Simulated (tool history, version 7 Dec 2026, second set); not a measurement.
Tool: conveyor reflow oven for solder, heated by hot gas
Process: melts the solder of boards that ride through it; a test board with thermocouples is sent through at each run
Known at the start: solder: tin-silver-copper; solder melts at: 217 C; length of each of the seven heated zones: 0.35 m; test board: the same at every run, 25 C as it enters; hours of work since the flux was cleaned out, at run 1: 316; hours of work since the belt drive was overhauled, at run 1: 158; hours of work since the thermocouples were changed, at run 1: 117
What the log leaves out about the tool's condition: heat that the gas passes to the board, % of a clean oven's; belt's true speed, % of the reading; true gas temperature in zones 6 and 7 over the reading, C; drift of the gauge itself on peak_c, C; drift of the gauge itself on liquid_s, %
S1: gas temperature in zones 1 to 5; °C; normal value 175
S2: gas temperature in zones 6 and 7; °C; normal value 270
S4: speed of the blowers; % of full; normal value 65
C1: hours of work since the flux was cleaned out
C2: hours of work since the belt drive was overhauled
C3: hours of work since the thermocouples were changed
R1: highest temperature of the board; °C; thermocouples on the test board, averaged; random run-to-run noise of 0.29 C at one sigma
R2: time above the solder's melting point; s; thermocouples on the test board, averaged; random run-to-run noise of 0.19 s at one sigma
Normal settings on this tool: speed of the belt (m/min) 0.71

run 1 hour=0 | S1=175 S2=270 speed_of_the_belt_(m/min)=0.71 S4=65 | C1=316 C2=158 C3=117 | R1=258.4 R2=48.3
run 2 hour=30.8 | S1=175 S2=270 speed_of_the_belt_(m/min)=0.71 S4=65 | C1=338 C2=180 C3=139 | R1=259.2 R2=48.3
run 3 hour=60.7 | S1=175 S2=270 speed_of_the_belt_(m/min)=0.801 S4=65 | C1=360 C2=202 C3=160 | R1=255.2 R2=41
run 4 hour=79.8 | S1=175 S2=270 speed_of_the_belt_(m/min)=0.801 S4=65 | C1=373 C2=216 C3=174 | R1=254.9 R2=41.4
-- hour=91.9 flux residue cleaned out of gas plates and filters
run 5 hour=128.2 | S1=175 S2=270 speed_of_the_belt_(m/min)=0.801 S4=65 | C1=26 C2=247 C3=206 | R1=255.6 R2=41.3
run 6 hour=156.2 | S1=175 S2=270 speed_of_the_belt_(m/min)=0.71 S4=62 | C1=46 C2=267 C3=226 | R1=258.4 R2=48
run 7 hour=179 | S1=175 S2=269 speed_of_the_belt_(m/min)=0.625 S4=62 | C1=63 C2=284 C3=242 | R1=260.4 R2=56.5
run 8 hour=210.8 | S1=175 S2=269 speed_of_the_belt_(m/min)=0.625 S4=62 | C1=86 C2=307 C3=265 | R1=260.5 R2=56.3
run 9 hour=233.8 | S1=185 S2=270 speed_of_the_belt_(m/min)=0.71 S4=53 | C1=102 C2=323 C3=282 | R1=258.3 R2=50.7
run 10 hour=276.2 | S1=185 S2=270 speed_of_the_belt_(m/min)=0.657 S4=62 | C1=133 C2=354 C3=312 | R1=261.4 R2=57
run 11 hour=297.6 | S1=185 S2=274 speed_of_the_belt_(m/min)=0.791 S4=64 | C1=148 C2=369 C3=328 | R1=260.5 R2=46.6

Branching from run 11: 5 alternative next runs. What would each branch give?
run A hour=341.4 | S1=176 S2=270 speed_of_the_belt_(m/min)=0.698 S4=85 | C1=180 C2=401 C3=359 | R1=? R2=?
run B hour=341.4 | S1=175 S2=270 speed_of_the_belt_(m/min)=0.791 S4=65 | C1=180 C2=401 C3=359 | R1=? R2=?
run C hour=341.4 | S1=185 S2=274 speed_of_the_belt_(m/min)=0.715 S4=71 | C1=180 C2=401 C3=359 | R1=? R2=?
run D hour=341.4 | S1=185 S2=278 speed_of_the_belt_(m/min)=0.705 S4=64 | C1=180 C2=401 C3=359 | R1=? R2=?
run E hour=341.4 | S1=185 S2=278 speed_of_the_belt_(m/min)=0.791 S4=68 | C1=180 C2=401 C3=359 | R1=? R2=?

run=A R1=261.4 R2=51.2
run=B R1=255.6 R2=41.9
run=C R1=264.3 R2=52.8
run=D R1=267.5 R2=55
run=E R1=264.7 R2=47.7
The same runs, with their run-to-run variation unchanged, on a tool lacking any hidden condition would have given:
run=A R1=261.3 R2=51.2
run=B R1=255.6 R2=41.9
run=C R1=264.3 R2=52.8
run=D R1=267.4 R2=55
run=E R1=264.7 R2=47.7
